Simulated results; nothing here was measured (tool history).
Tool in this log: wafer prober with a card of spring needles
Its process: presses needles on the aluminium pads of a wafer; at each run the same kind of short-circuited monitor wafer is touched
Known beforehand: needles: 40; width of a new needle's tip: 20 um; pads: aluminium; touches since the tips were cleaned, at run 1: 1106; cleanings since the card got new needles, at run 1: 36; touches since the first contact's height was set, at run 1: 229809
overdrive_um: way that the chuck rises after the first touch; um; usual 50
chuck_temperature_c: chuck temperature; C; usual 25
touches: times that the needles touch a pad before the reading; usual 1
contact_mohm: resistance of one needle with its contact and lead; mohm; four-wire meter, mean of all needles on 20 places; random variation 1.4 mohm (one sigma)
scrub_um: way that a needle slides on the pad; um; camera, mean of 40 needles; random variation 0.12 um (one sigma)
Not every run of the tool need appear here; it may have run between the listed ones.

run	hour	overdrive_um	chuck_temperature_c	touches	touches since the tips were cleaned	cleanings since the card got new needles	touches since the first contact's height was set	contact_mohm	scrub_um
1	0	50	25	1	1106	36	229809	130	11.84
2	5.8	50	25	1	4318	36	233021	128	11.72
# hour 8.4: tips cleaned on abrasive film
3	11.5	50	25	1	1723	37	236116	129	11.67
4	17.1	42	25	1	4840	37	239233	136	9.76
# hour 18.7: tips cleaned on abrasive film
5	25.6	50	25	1	3815	38	243886	130	11.51
# hour 27.9: height of the first contact set anew
# hour 29: tips cleaned on abrasive film
6	38	50	37	1	5017	39	5546	134	11.91
# hour 39.1: tips cleaned on abrasive film
7	47.2	50	60	1	4447	40	10541	138	11.74
# hour 49.1: tips cleaned on abrasive film
8	57	50	60	1	4364	41	15904	135	11.73
# hour 59.4: tips cleaned on abrasive film
9	63.4	31	25	1	2231	42	19429	146	7.24
# hour 69.8: tips cleaned on abrasive film
10	72.8	50	25	1	1639	43	24565	130	11.59
# hour 80.7: tips cleaned on abrasive film
11	82.6	50	25	1	1041	44	29935	131	11.54
# hour 90.9: tips cleaned on abrasive film
12	92.3	50	25	1	773	45	35235	130	11.74
13	99.2	50	25	1	4588	45	39050	131	11.77
# hour 101.6: tips cleaned on abrasive film
14	110.9	50	25	1	5112	46	45463	129	11.54
# hour 111.7: tips cleaned on abrasive film
15	120.8	50	25	1	5077	47	50916	128	11.68
# hour 121.7: tips cleaned on abrasive film
# hour 132.7: tips cleaned on abrasive film
16	132.8	50	25	1	52	49	57418	128	11.52
# hour 143.1: tips cleaned on abrasive film
17	143.1	50	25	1	0	50	63079	129	11.79
18	152.5	50	25	2	5199	50	68278	133	11.72
# hour 153.1: tips cleaned on abrasive film
# hour 163.3: tips cleaned on abrasive film
19	163.6	50	25	2	145	52	74283	132	11.46
# hour 173.8: tips cleaned on abrasive film
20	175.6	50	32	2	1035	53	80910	132	11.67
21	182.1	50	32	2	4620	53	84495	130	11.65
# hour 184: tips cleaned on abrasive film
22	191.9	46	34	2	4398	54	89868	133	10.77
# hour 194.7: tips cleaned on abrasive film
23	201.4	50	25	2	3704	55	95067	132	11.68
# hour 205: tips cleaned on abrasive film
24	213.3	59	102	2	4566	56	101579	139	13.74
# hour 215.4: tips cleaned on abrasive film
25	222	63	85	3	3622	57	106336	134	14.84
# hour 225.6: tips cleaned on abrasive film
26	227.8	52	25	1	1229	58	109485	130	12.31
# hour 236.1: tips cleaned on abrasive film
27	237.9	52	25	1	973	59	115025	130	12.14
# hour 246.5: tips cleaned on abrasive film
28	249.4	59	25	2	1600	60	121321	128	13.76

What will run 29 give?
29	254.8	50	25	2	4607	60	124328	?	?

For run 29 the tool returned contact_mohm 132 mohm, scrub_um 11.75 um.
Minus the tool's unlogged condition, the same run would have read contact_mohm 132 mohm, scrub_um 11.75 um.

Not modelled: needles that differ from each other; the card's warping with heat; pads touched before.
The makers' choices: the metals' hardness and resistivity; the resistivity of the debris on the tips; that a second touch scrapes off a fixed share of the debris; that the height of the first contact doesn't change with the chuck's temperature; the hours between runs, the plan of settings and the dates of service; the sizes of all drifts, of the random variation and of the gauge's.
